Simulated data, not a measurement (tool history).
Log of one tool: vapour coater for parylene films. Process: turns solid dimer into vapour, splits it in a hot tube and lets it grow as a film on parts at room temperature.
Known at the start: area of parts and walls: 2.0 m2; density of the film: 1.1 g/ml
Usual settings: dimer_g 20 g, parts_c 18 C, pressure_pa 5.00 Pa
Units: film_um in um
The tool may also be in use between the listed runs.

run    hour  dimer_g  parts_c  pressure_pa  film_um
  1     0.0       20       18         5.00     4.14
  2    25.8       20       18         5.00     4.13
  3    64.0       20       18         5.00     4.15
  4   105.1       20       18         4.12     4.32
  5   146.9       20       18         4.12     4.34
  6   165.8       20       18         4.12     4.32
  7   207.1       20       18         4.12     4.34
  8   235.9       20       18         4.12     4.34
  9   279.6       20       18         4.12     4.34
 10   321.2       20       18         4.12     4.32
 11   350.0       20       18         5.00     4.15
 12   382.8       20       18         5.00     4.15
      389.5  -- trap's valve overhauled
 13   423.3       20       16         5.00     4.36
 14   442.4       20       16         5.00     4.37
 15   483.0       20       16         5.00     4.36
 16   507.5       20       18         5.00     4.15
 17   540.0       20       18         5.00     4.14
 18   571.6       20       24         2.08     4.35
 19   610.5       20       24         2.08     4.35
 20   641.2       19       24         2.08     4.14
 21   668.1       12       11         4.06     3.12
 22   698.7       31       14         4.06     7.46
 23   719.1        9       21         3.71     1.86
 24   761.7       27       18         6.20     5.34
 25   792.1       20       18         7.52     3.79
 26   814.3       20       18         9.02     3.61
 27   841.6       13       11         5.00     3.22
 28   878.1       13       11         5.69     3.13
 29   909.9       20       11         2.19     5.99
 30   930.0       19       14         5.00     4.35
      940.2  -- trap's valve overhauled
 31   954.2       20       22         5.88     3.62
 32   971.8       20       26        11.42     2.78
 33  1005.5       20       26        11.42     2.78

3 ways to go on from here, each from the tool as it stands after run 33. What would each give?
  A  1035.0       20       26         3.04        ?
  B  1035.0       12       24         2.65        ?
  C  1035.0       17       18         5.00        ?

run  film_um
  A     3.78
  B     2.46
  C     3.51
Without the tool's hidden state the same runs would have given:
run  film_um
  A     3.78
  B     2.46
  C     3.51

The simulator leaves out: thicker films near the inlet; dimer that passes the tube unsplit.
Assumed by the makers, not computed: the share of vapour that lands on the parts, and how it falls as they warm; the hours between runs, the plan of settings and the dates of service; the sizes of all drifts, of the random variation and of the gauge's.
